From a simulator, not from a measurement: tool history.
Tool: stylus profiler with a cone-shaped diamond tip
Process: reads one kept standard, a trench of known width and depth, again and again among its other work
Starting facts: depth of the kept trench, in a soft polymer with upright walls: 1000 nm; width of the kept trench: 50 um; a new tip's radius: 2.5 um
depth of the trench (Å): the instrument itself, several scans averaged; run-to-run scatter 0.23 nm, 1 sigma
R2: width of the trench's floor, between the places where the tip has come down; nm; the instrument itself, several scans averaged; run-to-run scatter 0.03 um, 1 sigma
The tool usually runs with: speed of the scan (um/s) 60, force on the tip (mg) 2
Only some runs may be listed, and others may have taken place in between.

Run 1, day 0: usual settings. Result: depth of the trench (Å) 10174.3, R2 43100 nm.
Run 2, day 3.95: usual settings but force on the tip (mg) 1.02. Result: depth of the trench (Å) 10116.6, R2 42740 nm.
Run 3, day 6.488: usual settings but force on the tip (mg) 1.02. Result: depth of the trench (Å) 10118.6, R2 42670 nm.
Run 4, day 8.821: usual settings but speed of the scan (um/s) 31. Result: depth of the trench (Å) 10174.6, R2 42960 nm.
At day 9.588: new tip fitted, height scale calibrated.
Run 5, day 12.962: usual settings but speed of the scan (um/s) 31. Result: depth of the trench (Å) 10151.2, R2 45540 nm.
Run 6, day 18.362: usual settings but speed of the scan (um/s) 31. Result: depth of the trench (Å) 10154.2, R2 45180 nm.
Run 7, day 21.075: usual settings but speed of the scan (um/s) 31. Result: depth of the trench (Å) 10158.4, R2 45040 nm.
Run 8, day 26.35: usual settings but speed of the scan (um/s) 31. Result: depth of the trench (Å) 10161.8, R2 44720 nm.
Run 9, day 31.829: usual settings but speed of the scan (um/s) 31. Result: depth of the trench (Å) 10166.2, R2 44390 nm.
Run 10, day 36.596: usual settings but speed of the scan (um/s) 31. Result: depth of the trench (Å) 10166.5, R2 44180 nm.
Run 11, day 39.554: usual settings but speed of the scan (um/s) 31. Result: depth of the trench (Å) 10162.8, R2 43990 nm.
Run 12, day 43.512: usual settings. Result: depth of the trench (Å) 10168.7, R2 43680 nm.
Run 13, day 47.675: usual settings but speed of the scan (um/s) 20. Result: depth of the trench (Å) 10170.1, R2 43730 nm.
Run 14, day 52.996: usual settings but speed of the scan (um/s) 38. Result: depth of the trench (Å) 10172.8, R2 43360 nm.
Run 15, day 58.258: usual settings but speed of the scan (um/s) 38. Result: depth of the trench (Å) 10172.7, R2 43110 nm.
Run 16, day 63.454: usual settings but speed of the scan (um/s) 38. Result: depth of the trench (Å) 10174.1, R2 42910 nm.
At day 63.779: height scale calibrated on a step standard.
Run 17, day 65.704: usual settings. Result: depth of the trench (Å) 10186.5, R2 42710 nm.
At day 66.017: new tip fitted, height scale calibrated.
Run 18, day 69.671: usual settings. Result: depth of the trench (Å) 10152.5, R2 45370 nm.
Run 19, day 75.029: usual settings but speed of the scan (um/s) 238. Result: depth of the trench (Å) 10149.6, R2 43900 nm.
Run 20, day 78.571: usual settings but speed of the scan (um/s) 171. Result: depth of the trench (Å) 10150.9, R2 44090 nm.
Run 21, day 81.058: usual settings but speed of the scan (um/s) 171. Result: depth of the trench (Å) 10150.4, R2 43970 nm.
Run 22, day 83.633: usual settings but speed of the scan (um/s) 171. Result: depth of the trench (Å) 10150.8, R2 43780 nm.
At day 85.246: height scale calibrated on a step standard, once more.
Run 23, day 89.05: usual settings but speed of the scan (um/s) 171. Result: depth of the trench (Å) 10154, R2 43570 nm.
Run 24, day 91.275: usual settings but speed of the scan (um/s) 21, force on the tip (mg) 1.82. Result: depth of the trench (Å) 10140.9, R2 44360 nm.
Run 25, day 93.642: usual settings but speed of the scan (um/s) 59, force on the tip (mg) 5.99. Result: depth of the trench (Å) 10318.2, R2 44160 nm.
Run 26, day 98.958: usual settings but speed of the scan (um/s) 59, force on the tip (mg) 5.99. Result: depth of the trench (Å) 10312.6, R2 43890 nm.
Run 27, day 102.55: usual settings but speed of the scan (um/s) 42, force on the tip (mg) 2.79. Result: depth of the trench (Å) 10194, R2 43750 nm.
Run 28, day 105.171: usual settings but speed of the scan (um/s) 79, force on the tip (mg) 2.36. Result: depth of the trench (Å) 10175.6, R2 43340 nm.
Run 29, day 108.629: usual settings but speed of the scan (um/s) 179, force on the tip (mg) 1.73. Result: depth of the trench (Å) 10144.5, R2 42430 nm.
Run 30, day 113.704: usual settings but speed of the scan (um/s) 179, force on the tip (mg) 1.73. Result: depth of the trench (Å) 10147.8, R2 42210 nm.
Run 31, day 118: usual settings but speed of the scan (um/s) 198, force on the tip (mg) 2.52. Result: depth of the trench (Å) 10190.1, R2 42090 nm.
At day 122.492: new tip fitted, height scale calibrated.
Run 32, day 123.292: usual settings but speed of the scan (um/s) 186, force on the tip (mg) 1.51. Result: depth of the trench (Å) 10122.8, R2 44590 nm.
Run 33, day 126.875: usual settings but speed of the scan (um/s) 186, force on the tip (mg) 1.51. Result: depth of the trench (Å) 10127.3, R2 44440 nm.
Run 34, day 131.758: usual settings but speed of the scan (um/s) 28, force on the tip (mg) 1.37. Result: depth of the trench (Å) 10121.8, R2 45180 nm.
Run 35, day 135.788: usual settings but speed of the scan (um/s) 28, force on the tip (mg) 1.37. Result: depth of the trench (Å) 10124, R2 44890 nm.
Run 36, day 138.5: usual settings but speed of the scan (um/s) 69, force on the tip (mg) 1.37. Result: depth of the trench (Å) 10125.4, R2 44460 nm.

Expected results for the next run?
Run 37, day 143.425: usual settings but speed of the scan (um/s) 214, force on the tip (mg) 0.74. Result: depth of the trench (Å) ?, R2 ?.

Run 37 yielded depth of the trench (Å) 10090.4, R2 42500 nm.
Minus the tool's unlogged condition, the same run would have read depth of the trench (Å) 10079.6, R2 43810 nm.
